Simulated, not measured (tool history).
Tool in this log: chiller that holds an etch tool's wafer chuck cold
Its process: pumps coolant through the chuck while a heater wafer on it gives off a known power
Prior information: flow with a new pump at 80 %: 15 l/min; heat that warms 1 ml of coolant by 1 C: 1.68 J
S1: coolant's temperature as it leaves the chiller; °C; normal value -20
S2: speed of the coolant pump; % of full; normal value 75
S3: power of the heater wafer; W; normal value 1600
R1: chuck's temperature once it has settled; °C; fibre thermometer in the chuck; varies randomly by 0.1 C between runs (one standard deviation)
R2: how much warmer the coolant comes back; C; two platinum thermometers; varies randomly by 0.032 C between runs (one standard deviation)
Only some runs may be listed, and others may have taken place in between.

run 1 day=0.000 | S1=-20 S2=75 S3=1600 | R1=3.1 R2=4.05
run 2 day=2.342 | S1=-20 S2=75 S3=816 | R1=-8.1 R2=2.04
run 3 day=4.912 | S1=-20 S2=75 S3=816 | R1=-7.9 R2=2.03
run 4 day=7.362 | S1=-20 S2=75 S3=816 | R1=-8.0 R2=2.09
run 5 day=9.650 | S1=-20 S2=75 S3=1600 | R1=3.3 R2=4.11
run 6 day=11.996 | S1=-28 S2=75 S3=1600 | R1=-5.0 R2=4.03
run 7 day=14.129 | S1=-20 S2=75 S3=950 | R1=-6.0 R2=2.36
run 8 day=16.646 | S1=-10 S2=88 S3=896 | R1=1.8 R2=1.91
run 9 day=18.350 | S1=-10 S2=69 S3=896 | R1=4.0 R2=2.40
run 10 day=19.679 | S1=-15 S2=75 S3=1510 | R1=7.1 R2=3.84
run 11 day=21.092 | S1=-16 S2=66 S3=2001 | R1=15.9 R2=5.67
run 12 day=23.321 | S1=-16 S2=66 S3=2001 | R1=16.0 R2=5.78
run 13 day=25.888 | S1=-16 S2=66 S3=2001 | R1=16.1 R2=5.70
run 14 day=27.225 | S1=-16 S2=66 S3=2001 | R1=16.0 R2=5.83

For some of the steps in R1 from one run to the next: how much would appear even if the tool had no hidden state, given the settings, what came in and random variation, and how much remains for the hidden state plus any gauge scatter that the measured result and the result without hidden state don't share?
The tool's hidden condition here consists of: heat passed by the chuck's channels, % of clean ones'; flow at a given pump speed, % of a new pump's; coolant's true temperature over the reading, C; drift of the gauge itself on chuck_c, C; drift of the gauge itself on warmer_back_c, C.
Run 4 -> 5: S3 816 -> 1600. R1 +11.3 °C: hidden state +1.4, all else +9.9.
